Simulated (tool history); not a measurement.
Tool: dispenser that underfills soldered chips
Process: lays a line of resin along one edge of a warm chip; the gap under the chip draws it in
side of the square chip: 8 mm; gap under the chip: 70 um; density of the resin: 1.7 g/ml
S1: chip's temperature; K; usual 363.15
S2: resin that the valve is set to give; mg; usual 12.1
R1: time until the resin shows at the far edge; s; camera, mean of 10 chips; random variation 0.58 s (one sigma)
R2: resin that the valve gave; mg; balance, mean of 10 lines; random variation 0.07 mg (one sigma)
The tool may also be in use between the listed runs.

Run 1, day 0.000: usual settings. Result: R1 105.5 s, R2 11.82 mg.
At day 0.254: new syringe of resin.
Run 2, day 0.396: usual settings but S2 11.0 mg. Result: R1 66.1 s, R2 10.76 mg.
Run 3, day 0.704: usual settings but S2 11.0 mg. Result: R1 101.2 s, R2 10.78 mg.
At day 0.992: new syringe of resin.
Run 4, day 1.308: usual settings but S2 11.1 mg. Result: R1 83.0 s, R2 10.76 mg.
At day 1.771: new syringe of resin.
Run 5, day 1.988: usual settings but S2 11.5 mg. Result: R1 70.3 s, R2 11.03 mg.
Run 6, day 2.388: usual settings but S2 11.5 mg. Result: R1 123.3 s, R2 11.07 mg.
At day 2.550: new syringe of resin.
Run 7, day 2.842: usual settings but S2 11.5 mg. Result: R1 81.5 s, R2 11.03 mg.
At day 3.296: new syringe of resin.
At day 3.442: dispensing valve cleaned and set on the balance.
Run 8, day 3.521: usual settings but S2 11.5 mg. Result: R1 71.0 s, R2 11.41 mg.
At day 4.129: new syringe of resin.
Run 9, day 4.242: usual settings but S1 373.15 K. Result: R1 44.3 s, R2 11.88 mg.
At day 4.879: new syringe of resin.
Run 10, day 4.879: usual settings but S1 373.15 K, S2 15.2 mg. Result: R1 36.8 s, R2 15.02 mg.
Run 11, day 5.542: usual settings but S1 373.15 K, S2 15.2 mg. Result: R1 92.8 s, R2 14.86 mg.
At day 5.612: new syringe of resin.
Run 12, day 6.146: usual settings but S1 367.15 K, S2 15.2 mg. Result: R1 98.0 s, R2 14.58 mg.
At day 6.371: new syringe of resin.
Run 13, day 6.475: usual settings but S1 367.15 K, S2 15.2 mg. Result: R1 53.2 s, R2 14.84 mg.
At day 7.133: new syringe of resin.
Run 14, day 7.175: usual settings but S1 359.15 K. Result: R1 68.6 s, R2 11.64 mg.
Run 15, day 7.517: usual settings but S1 359.15 K. Result: R1 108.8 s, R2 11.57 mg.
At day 7.896: new syringe of resin.
Run 16, day 8.100: usual settings but S1 359.15 K. Result: R1 87.3 s, R2 11.52 mg.
Run 17, day 8.417: usual settings but S1 359.15 K. Result: R1 134.4 s, R2 11.41 mg.
At day 8.646: dispensing valve cleaned and set on the balance.
At day 8.696: new syringe of resin.
Run 18, day 8.979: usual settings but S1 349.15 K, S2 14.1 mg. Result: R1 133.3 s, R2 14.00 mg.
At day 9.450: new syringe of resin.
Run 19, day 9.525: usual settings but S1 349.15 K, S2 14.1 mg. Result: R1 102.0 s, R2 13.84 mg.
Run 20, day 9.988: usual settings but S1 349.15 K, S2 14.1 mg. Result: R1 198.5 s, R2 13.99 mg.
At day 10.229: new syringe of resin.
Run 21, day 10.333: usual settings but S1 362.15 K, S2 13.7 mg. Result: R1 65.5 s, R2 13.44 mg.
At day 10.971: new syringe of resin.
Run 22, day 11.029: usual settings but S1 350.15 K, S2 11.6 mg. Result: R1 99.5 s, R2 11.38 mg.
Run 23, day 11.500: usual settings but S1 350.15 K, S2 11.6 mg. Result: R1 193.5 s, R2 11.24 mg.
At day 11.754: new syringe of resin.
Run 24, day 12.058: usual settings but S1 361.15 K, S2 11.6 mg. Result: R1 90.1 s, R2 11.20 mg.
At day 12.504: new syringe of resin.
Run 25, day 12.633: usual settings but S1 350.15 K, S2 14.2 mg. Result: R1 109.2 s, R2 13.68 mg.
Run 26, day 13.104: usual settings but S1 370.15 K, S2 14.0 mg. Result: R1 98.4 s, R2 13.25 mg.
At day 13.283: new syringe of resin.
Run 27, day 13.425: usual settings but S1 362.15 K, S2 14.0 mg. Result: R1 67.5 s, R2 13.39 mg.
At day 13.538: stage's temperature calibrated.
At day 13.908: dispensing valve cleaned and set on the balance.
Run 28, day 13.942: usual settings but S1 371.15 K, S2 12.5 mg. Result: R1 77.1 s, R2 12.46 mg.
At day 14.129: new syringe of resin.
Run 29, day 14.567: usual settings but S2 10.6 mg. Result: R1 93.9 s, R2 10.51 mg.
At day 14.875: new syringe of resin.
Run 30, day 15.083: usual settings but S2 10.6 mg. Result: R1 66.2 s, R2 10.39 mg.
Run 31, day 15.417: usual settings but S1 348.15 K, S2 15.6 mg. Result: R1 179.4 s, R2 15.24 mg.
At day 15.621: new syringe of resin.
Run 32, day 15.800: usual settings but S1 348.15 K, S2 15.6 mg. Result: R1 111.3 s, R2 15.11 mg.
Run 33, day 16.212: usual settings but S1 348.15 K, S2 15.6 mg. Result: R1 195.2 s, R2 15.15 mg.
At day 16.354: new syringe of resin.
Run 34, day 16.704: usual settings but S2 14.5 mg. Result: R1 80.6 s, R2 14.12 mg.

Forecast each of these 5 alternatives for the next run:
Run A, day 17.042: usual settings but S1 362.15 K, S2 12.6 mg. Result: R1 ?, R2 ?.
Run B, day 17.042: usual settings but S1 353.15 K, S2 15.5 mg. Result: R1 ?, R2 ?.
Run C, day 17.042: usual settings but S1 350.15 K, S2 13.6 mg. Result: R1 ?, R2 ?.
Run D, day 17.042: usual settings but S1 354.15 K, S2 15.0 mg. Result: R1 ?, R2 ?.
Run E, day 17.042: usual settings but S1 351.15 K, S2 13.6 mg. Result: R1 ?, R2 ?.

run     R1     R2
  A  136.4  12.17
  B  185.1  14.98
  C  213.3  13.14
  D  179.3  14.45
  E  202.1  13.26
Without the tool's hidden state the same runs would have given:
run    R1     R2
  A  51.7  12.56
  B  70.5  15.47
  C  81.2  13.56
  D  68.2  14.92
  E  76.5  13.69

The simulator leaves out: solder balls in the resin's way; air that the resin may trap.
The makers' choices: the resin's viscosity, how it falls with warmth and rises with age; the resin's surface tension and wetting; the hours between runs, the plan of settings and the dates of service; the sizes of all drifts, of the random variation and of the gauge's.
